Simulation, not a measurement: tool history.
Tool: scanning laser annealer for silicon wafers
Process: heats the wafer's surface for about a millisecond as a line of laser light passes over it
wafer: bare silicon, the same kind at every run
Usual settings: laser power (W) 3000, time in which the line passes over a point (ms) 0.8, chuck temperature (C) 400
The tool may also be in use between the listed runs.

| run | hour | laser power (W) | time in which the line passes over a point (ms) | chuck temperature (C) | highest temperature of the surface (C) |
|---|---|---|---|---|---|
| 1 | 0 | 3000 | 0.8 | 400 | 1221 |
| 2 | 42 | 3176 | 0.8 | 400 | 1268 |
| 3 | 84.7 | 3176 | 0.8 | 400 | 1271 |
| 4 | 124 | 3176 | 0.8 | 400 | 1270 |
| 5 | 158.2 | 3176 | 0.8 | 400 | 1273 |
| 6 | 182.7 | 3176 | 0.8 | 400 | 1271 |
| 7 | 207.9 | 3176 | 0.8 | 400 | 1270 |
| 8 | 254.4 | 3176 | 0.8 | 400 | 1273 |
| 9 | 289.2 | 3000 | 0.8 | 400 | 1222 |
| 10 | 341.3 | 3000 | 0.8 | 400 | 1226 |
| 11 | 364.8 | 3000 | 0.8 | 400 | 1220 |
| 12 | 400.8 | 3101 | 0.8 | 400 | 1247 |
|  | 414.4 | optics aligned, line set to its width |
| 13 | 457 | 3101 | 0.8 | 400 | 1253 |
| 14 | 503.9 | 3000 | 0.8 | 400 | 1221 |
|  | 540.8 | window over the wafer cleaned |
| 15 | 552.2 | 3000 | 0.8 | 395 | 1214 |
| 16 | 597.5 | 3000 | 0.8 | 395 | 1217 |
| 17 | 638.4 | 3000 | 0.8 | 395 | 1218 |
| 18 | 667.5 | 3000 | 0.8 | 395 | 1216 |
| 19 | 700.4 | 3000 | 0.8 | 395 | 1213 |
| 20 | 731.7 | 3000 | 0.8 | 395 | 1219 |
| 21 | 774.4 | 3000 | 0.8 | 395 | 1216 |
| 22 | 800.4 | 3000 | 0.8 | 395 | 1215 |
| 23 | 836.7 | 2564 | 0.8 | 428 | 1128 |
| 24 | 892.9 | 2564 | 0.8 | 428 | 1130 |
| 25 | 930.2 | 3120 | 0.784 | 363 | 1207 |
| 26 | 963.3 | 3159 | 0.607 | 414 | 1154 |
| 27 | 1010.8 | 3159 | 0.607 | 414 | 1152 |
| 28 | 1061.6 | 3000 | 0.597 | 400 | 1095 |
|  | 1077.5 | window over the wafer cleaned |
| 29 | 1110.1 | 2639 | 0.703 | 432 | 1101 |
| 30 | 1162.2 | 2991 | 0.8 | 400 | 1218 |
| 31 | 1188.3 | 2991 | 0.8 | 400 | 1216 |
| 32 | 1230.7 | 2991 | 0.8 | 400 | 1219 |
| 33 | 1272.4 | 2991 | 0.8 | 400 | 1219 |
| 34 | 1321.4 | 3228 | 0.671 | 363 | 1162 |
| 35 | 1360.3 | 2880 | 0.809 | 401 | 1194 |
| 36 | 1389.5 | 2880 | 0.964 | 401 | 1274 |
| 37 | 1419.3 | 2771 | 0.703 | 372 | 1075 |
|  | 1441.1 | optics aligned, line set to its width |
| 38 | 1459.2 | 2771 | 0.703 | 372 | 1073 |
| 39 | 1509.4 | 3000 | 0.59 | 400 | 1090 |
| 40 | 1542.7 | 3000 | 0.59 | 400 | 1091 |
| 41 | 1574 | 3000 | 0.8 | 390 | 1208 |

3 ways to go on from here, each from the tool as it stands after run 41. What would each give?
| A | 1608.7 | 3000 | 0.589 | 430 | ? |
| B | 1608.7 | 3000 | 0.748 | 366 | ? |
| C | 1608.7 | 2984 | 0.777 | 433 | ? |

| run | highest temperature of the surface (C) |
|---|---|
| A | 1121 |
| B | 1156 |
| C | 1237 |
Without the tool's hidden state the same runs would have given:
| run | highest temperature of the surface (C) |
|---|---|
| A | 1122 |
| B | 1158 |
| C | 1239 |
